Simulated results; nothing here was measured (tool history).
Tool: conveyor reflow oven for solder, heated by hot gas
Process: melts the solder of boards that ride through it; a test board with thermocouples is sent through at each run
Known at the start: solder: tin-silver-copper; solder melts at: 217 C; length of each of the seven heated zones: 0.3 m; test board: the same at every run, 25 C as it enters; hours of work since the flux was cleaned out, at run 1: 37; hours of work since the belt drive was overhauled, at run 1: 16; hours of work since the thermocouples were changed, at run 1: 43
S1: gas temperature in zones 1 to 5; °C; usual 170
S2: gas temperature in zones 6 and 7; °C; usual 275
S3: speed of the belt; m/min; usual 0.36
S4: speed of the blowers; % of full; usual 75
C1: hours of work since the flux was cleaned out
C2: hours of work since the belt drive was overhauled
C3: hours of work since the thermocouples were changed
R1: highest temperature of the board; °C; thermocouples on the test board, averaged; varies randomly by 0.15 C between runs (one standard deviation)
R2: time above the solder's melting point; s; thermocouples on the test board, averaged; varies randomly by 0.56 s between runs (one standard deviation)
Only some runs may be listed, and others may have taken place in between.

run	day	S1	S2	S3	S4	C1	C2	C3	R1	R2
1	0	170	275	0.36	75	37	16	43	257.7	78.6
2	0.2	170	275	0.36	75	40	19	45	258	77.9
3	0.588	170	275	0.36	75	46	25	51	258.1	77.6
4	0.788	170	275	0.36	75	49	28	54	257.9	77.4
5	1.029	170	275	0.36	75	52	32	58	257.6	77.6
6	1.221	170	285	0.36	75	55	34	61	266.8	84.2
7	1.654	170	285	0.36	75	61	41	67	266.8	83.6
8	1.958	170	275	0.314	75	66	45	71	262.3	93.8
9	2.375	170	275	0.314	75	72	51	78	262.2	93.9
10	2.746	170	275	0.36	75	78	57	83	257.8	77.9
11	2.979	170	275	0.36	75	81	60	87	257.5	77.7
12	3.304	170	275	0.339	75	86	65	91	259.7	84.5
13	3.554	170	275	0.306	75	90	69	95	263	97.5
14	3.942	166	275	0.36	75	95	75	101	257.2	75.2
15	4.396	170	272	0.36	75	102	81	107	254.9	75.7
16	4.804	170	272	0.36	75	108	87	114	254.6	75.5
17	5.158	170	275	0.36	87	113	93	119	259.1	78.6
18	5.475	162	275	0.36	75	118	97	123	256	73.2
19	5.875	170	275	0.376	75	124	103	129	256.2	72.7
20	6.279	171	275	0.306	75	130	109	135	262.7	98.1
21	6.567	170	275	0.36	75	134	113	140	257.4	77.3
22	6.988	179	275	0.387	51	140	120	146	252	69.8
23	7.379	170	280	0.36	75	146	125	152	261.9	79.9
24	7.642	166	272	0.411	53	150	129	155	244.5	51.6
25	7.85	158	271	0.411	69	153	132	159	245.1	52
26	8.038	167	271	0.375	69	156	135	161	251.2	65.2
27	8.296	159	280	0.305	69	160	139	165	265	95
28	8.742	157	267	0.305	50	166	146	172	249.7	78.5
29	9.033	184	269	0.357	61	171	150	176	252.9	79.8
30	9.317	184	269	0.357	61	175	154	180	253.1	79.6
31	9.538	184	282	0.384	75	178	157	183	263.8	82.7
32	9.904	181	275	0.31	75	183	163	189	263.5	102.6

Some steps in R1, run to run, broken into two amounts with sign: the step expected even without the hidden condition (settings, incoming material, random variation), and the rest, left for the hidden condition together with whatever gauge scatter is not in both the measured and the hidden-condition-free result:
Hidden conditions of the tool in this case: heat that the gas passes to the board, % of a clean oven's; belt's true speed, % of the reading; true gas temperature in zones 6 and 7 over the reading, C; drift of the gauge itself on peak_c, C; drift of the gauge itself on liquid_s, %.
Run 7 -> 8: S2 285 -> 275, S3 0.36 -> 0.314. R1 -4.5 °C: hidden state +0.2, all else -4.7.
Run 19 -> 20: S1 170 -> 171, S3 0.376 -> 0.306. R1 +6.5 °C: hidden state +0.2, all else +6.3.
Run 23 -> 24: S1 170 -> 166, S2 280 -> 272, S3 0.36 -> 0.411, S4 75 -> 53. R1 -17.4 °C: hidden state +0, all else -17.4.
Run 24 -> 25: S1 166 -> 158, S2 272 -> 271, S4 53 -> 69. R1 +0.6 °C: hidden state -0.2, all else +0.8.
Run 26 -> 27: S1 167 -> 159, S2 271 -> 280, S3 0.375 -> 0.305. R1 +13.8 °C: hidden state +0.1, all else +13.7.
Run 27 -> 28: S1 159 -> 157, S2 280 -> 267, S4 69 -> 50. R1 -15.3 °C: hidden state +0.1, all else -15.4.
